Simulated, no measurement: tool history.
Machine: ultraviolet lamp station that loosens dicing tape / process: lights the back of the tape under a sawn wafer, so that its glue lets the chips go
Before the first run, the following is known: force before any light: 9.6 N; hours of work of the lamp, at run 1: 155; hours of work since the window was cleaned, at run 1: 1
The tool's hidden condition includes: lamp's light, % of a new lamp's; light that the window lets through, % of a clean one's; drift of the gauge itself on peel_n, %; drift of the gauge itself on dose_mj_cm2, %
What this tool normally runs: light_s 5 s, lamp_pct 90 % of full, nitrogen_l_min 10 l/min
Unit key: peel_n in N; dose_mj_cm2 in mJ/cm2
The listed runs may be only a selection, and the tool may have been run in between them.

run,day,light_s,lamp_pct,nitrogen_l_min,hours of work of the lamp,hours of work since the window was cleaned,peel_n,dose_mj_cm2
1,0,5,90,10,155,1,0.439,348
2,0.425,5,90,10,160,6,0.415,343
3,0.783,5,90,10,164,9,0.41,345
4,1.571,5,90,10,172,18,0.442,344
5,2.312,5,90,10,180,26,0.456,340
6,2.9,5,90,10,186,32,0.433,340
7,3.3,5,90,10,191,36,0.451,341
8,4.054,5,90,10,199,44,0.436,342
9,4.833,5,90,10,207,53,0.435,340
10,5.204,5,90,10,211,57,0.448,346
11,5.542,5,90,10,214,60,0.444,341
12,6.246,5,72,10,222,68,0.788,271
13,6.996,5,72,10,230,76,0.79,274
14,7.562,5,72,10,236,82,0.759,268
15,8.004,5,72,10,241,87,0.814,270
16,8.346,5,72,10,244,90,0.79,268
17,8.8,5,90,10,249,95,0.477,338
18,9.254,5,90,10,254,100,0.47,336
19,9.946,5,90,10,262,107,0.469,336
20,10.667,7,90,10,269,115,0.197,466
21,11.283,7,90,10,276,122,0.215,471
22,11.896,7,90,10,282,128,0.209,471
23,12.554,2,90,10,289,135,2.641,133
24,13.296,2,90,10,297,143,2.719,133
25,13.858,2,90,10,303,149,2.627,136
# day 13.921: window cleaned of glue's vapour
26,14.471,3,90,10,310,6,1.526,195
27,15.129,5,90,12,317,13,0.453,321
28,15.738,5,90,12,323,19,0.465,320
29,16.425,8,67,18,331,27,0.265,390
30,17.167,3,84,5,339,35,2.221,178
31,17.779,3,73,14,345,41,1.933,157
# day 18.421: window cleaned of glue's vapour, once more
32,18.521,3,90,5,353,1,1.843,200
33,19.15,3,90,10,359,8,1.433,200
34,19.921,4,90,10,368,16,0.773,266
35,20.55,3,79,11,374,23,1.789,180
36,21.354,3,79,11,383,31,1.749,176
37,22.067,10,90,14,391,39,0.132,671
38,22.779,10,90,14,398,47,0.124,658

Estimate the outcome of run 39 from the log above:
39,23.254,3,84,3,403,52,?,?

peel_n: 2.476 N
dose_mj_cm2: 187 mJ/cm2
If the tool had no hidden condition, the same run with the same run-to-run variation would have returned peel_n 2.186 N, dose_mj_cm2 205 mJ/cm2.

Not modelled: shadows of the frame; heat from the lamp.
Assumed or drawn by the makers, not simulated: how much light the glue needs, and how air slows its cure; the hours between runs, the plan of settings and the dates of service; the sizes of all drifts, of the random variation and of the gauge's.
